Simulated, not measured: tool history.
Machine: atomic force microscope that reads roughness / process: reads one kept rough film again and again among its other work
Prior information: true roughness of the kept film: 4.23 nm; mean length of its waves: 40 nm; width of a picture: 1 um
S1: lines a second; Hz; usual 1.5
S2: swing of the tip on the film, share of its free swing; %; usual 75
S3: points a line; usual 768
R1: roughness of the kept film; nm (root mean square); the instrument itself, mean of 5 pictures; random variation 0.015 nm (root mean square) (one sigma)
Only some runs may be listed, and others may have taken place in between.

run	hour	S1	S2	S3	R1
1	0	1.5	75	768	3.425
2	23.7	1.5	84	768	3.2
3	48.8	1.5	84	768	3.178
4	81.4	1.5	84	768	3.142
5	112	1.5	75	768	3.294
6	137.9	1.5	75	768	3.291
# hour 156.7: new tip fitted
7	173.7	1.5	75	768	3.515
8	194.3	1.5	75	768	3.496
9	213	1.5	75	768	3.483
10	243.2	1.5	75	768	3.476
11	278.8	1.5	75	768	3.418
12	298.2	1.5	75	551	3.368
13	318.6	1.5	75	551	3.364
14	353.4	1.5	75	768	3.349
15	381.2	1.5	75	768	3.311
16	410.7	1.5	75	768	3.278
# hour 417.5: new tip fitted
17	427.7	1.5	75	768	3.52
18	456.2	1.5	75	768	3.472
19	491.7	1.5	75	768	3.451
20	524.1	1.5	75	768	3.403
21	555.6	1.5	75	768	3.38
22	586.3	1.5	75	821	3.344
23	619.1	1.5	75	821	3.32
24	639.3	1.5	75	938	3.281
25	664.3	1.5	75	938	3.264
# hour 676.8: new tip fitted
26	692.3	1.5	75	938	3.509
27	729.2	1.82	75	480	3.378
28	763.3	1.66	62	480	3.605
29	796.3	1.9	82	836	3.12
30	811.3	1.9	82	836	3.076
31	843	2.46	80	490	2.952
32	870.2	2.46	80	490	2.93
33	904.8	1	80	490	3.311
34	928.5	1	89	490	3.111
# hour 936: new tip fitted
35	958.8	0.96	56	835	3.868
36	982.2	0.96	56	835	3.812
37	1004.8	0.96	56	835	3.805
38	1032	0.96	56	835	3.745
39	1059.4	0.96	56	835	3.742
40	1093.5	1.5	61	479	3.601
41	1112.6	1.5	79	273	3.225
42	1143	3.95	65	443	3.111

Run 43 is up next; what results do you expect?
43	1163.1	2.04	66	768	?

Run 43 came out at R1 3.34 nm (root mean square).
On a tool with no hidden condition, and with the same random variation, this run would have come out at R1 3.626 nm (root mean square).
